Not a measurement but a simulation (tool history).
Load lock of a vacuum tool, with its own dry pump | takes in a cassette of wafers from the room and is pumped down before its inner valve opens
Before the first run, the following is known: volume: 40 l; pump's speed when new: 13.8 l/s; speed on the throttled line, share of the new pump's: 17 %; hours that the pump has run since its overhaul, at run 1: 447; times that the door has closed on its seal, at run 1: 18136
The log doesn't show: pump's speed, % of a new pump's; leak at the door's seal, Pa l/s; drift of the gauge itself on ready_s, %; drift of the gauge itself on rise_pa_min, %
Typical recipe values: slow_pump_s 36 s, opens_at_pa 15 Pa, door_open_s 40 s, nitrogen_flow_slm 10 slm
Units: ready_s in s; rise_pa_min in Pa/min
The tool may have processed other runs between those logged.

| run | day | slow_pump_s | opens_at_pa | door_open_s | nitrogen_flow_slm | hours that the pump has run since its overhaul | times that the door has closed on its seal | incoming humidity of the room's air, % | ready_s | rise_pa_min |
|---|---|---|---|---|---|---|---|---|---|---|
| 1 | 0.000 | 36 | 15 | 40 | 10 | 447 | 18136 | 47.3 | 55.8 | 0.028 |
| 2 | 2.475 | 36 | 15 | 40 | 10 | 506 | 18294 | 46.2 | 56.0 | 0.019 |
| 3 | 5.938 | 36 | 15 | 81 | 10 | 589 | 18516 | 44.0 | 55.2 | 0.029 |
| 4 | 8.350 | 36 | 15 | 81 | 10 | 647 | 18671 | 44.2 | 55.5 | 0.024 |
| 5 | 11.692 | 36 | 15 | 40 | 10 | 727 | 18885 | 46.8 | 55.7 | 0.026 |
| 6 | 14.617 | 36 | 15 | 40 | 10 | 798 | 19072 | 45.9 | 55.7 | 0.021 |
| 7 | 17.683 | 36 | 15 | 40 | 10 | 871 | 19268 | 44.8 | 55.8 | 0.021 |
| 8 | 21.458 | 36 | 15 | 40 | 10 | 962 | 19510 | 45.5 | 55.8 | 0.017 |
| 9 | 23.588 | 36 | 17 | 40 | 10 | 1013 | 19647 | 41.9 | 55.4 | 0.025 |
| 10 | 26.696 | 36 | 17 | 40 | 10 | 1087 | 19846 | 45.2 | 55.0 | 0.018 |
| 11 | 28.912 | 36 | 17 | 40 | 10 | 1141 | 19988 | 43.7 | 55.5 | 0.020 |
| 12 | 31.250 | 36 | 17 | 40 | 10 | 1197 | 20137 | 49.3 | 55.0 | 0.023 |
| 13 | 34.392 | 36 | 17 | 40 | 10 | 1272 | 20339 | 43.5 | 55.5 | 0.017 |
| 14 | 36.650 | 36 | 17 | 40 | 10 | 1326 | 20483 | 41.3 | 55.4 | 0.015 |
| 15 | 39.996 | 36 | 17 | 40 | 10 | 1407 | 20698 | 44.1 | 55.0 | 0.021 |
| 16 | 41.779 | 36 | 17 | 40 | 10 | 1449 | 20812 | 46.9 | 55.6 | 0.023 |
| 17 | 45.125 | 36 | 17 | 40 | 10 | 1530 | 21026 | 49.7 | 55.1 | 0.022 |
| 18 | 48.071 | 36 | 17 | 40 | 10 | 1600 | 21215 | 44.3 | 55.6 | 0.024 |
| 19 | 50.358 | 36 | 17 | 40 | 10 | 1655 | 21361 | 46.2 | 55.4 | 0.025 |
| 20 | 52.308 | 36 | 17 | 40 | 10 | 1702 | 21486 | 44.9 | 55.4 | 0.028 |
| 21 | 54.883 | 36 | 17 | 40 | 10 | 1764 | 21651 | 46.0 | 55.4 | 0.020 |
| 22 | 57.658 | 46 | 15 | 40 | 10 | 1831 | 21829 | 42.8 | 64.5 | 0.020 |
| 23 | 60.562 | 46 | 15 | 115 | 10 | 1900 | 22015 | 46.9 | 64.0 | 0.037 |
| 24 | 64.212 | 20 | 13 | 40 | 10 | 1988 | 22249 | 43.6 | 42.6 | 0.025 |
| 25 | 66.988 | 48 | 15 | 34 | 10 | 2054 | 22427 | 42.6 | 66.0 | 0.015 |
| 26 | 70.017 | 63 | 23 | 40 | 10 | 2127 | 22621 | 47.2 | 76.6 | 0.022 |
| 27 | 71.625 | 46 | 16 | 42 | 32 | 2166 | 22724 | 45.7 | 63.7 | 0.016 |
| 28 | 73.371 | 46 | 16 | 42 | 32 | 2208 | 22836 | 45.2 | 63.5 | 0.015 |
| 29 | 76.300 | 46 | 16 | 42 | 32 | 2278 | 23023 | 44.8 | 63.8 | 0.015 |
| 30 | 78.258 | 21 | 16 | 42 | 32 | 2325 | 23149 | 47.2 | 43.1 | 0.015 |
| 31 | 80.121 | 27 | 15 | 93 | 10 | 2370 | 23268 | 44.0 | 48.2 | 0.035 |
| 32 | 81.900 | 27 | 15 | 93 | 10 | 2412 | 23382 | 44.6 | 48.5 | 0.027 |
| 33 | 84.004 | 71 | 15 | 188 | 25 | 2463 | 23517 | 45.5 | 84.7 | 0.026 |
| 34 | 87.650 | 22 | 15 | 188 | 25 | 2550 | 23750 | 47.7 | 43.8 | 0.033 |
| 35 | 89.433 | 18 | 21 | 40 | 10 | 2593 | 23865 | 45.4 | 39.5 | 0.020 |
| 36 | 92.071 | 18 | 21 | 40 | 10 | 2656 | 24033 | 45.1 | 39.8 | 0.023 |

Branching from run 36: 3 alternative next runs. What would each branch give?
| A | 94.733 | 18 | 21 | 27 | 10 | 2720 | 24204 | 46.2 | ? | ? |
| B | 94.733 | 36 | 15 | 60 | 5 | 2720 | 24204 | 46.8 | ? | ? |
| C | 94.733 | 36 | 15 | 40 | 16 | 2720 | 24204 | 47.0 | ? | ? |

| run | ready_s | rise_pa_min |
|---|---|---|
| A | 39.9 | 0.020 |
| B | 55.6 | 0.032 |
| C | 55.8 | 0.018 |
The same runs, with their run-to-run variation unchanged, on a tool lacking any hidden condition would have given:
| run | ready_s | rise_pa_min |
|---|---|---|
| A | 39.9 | 0.020 |
| B | 55.6 | 0.032 |
| C | 55.8 | 0.018 |
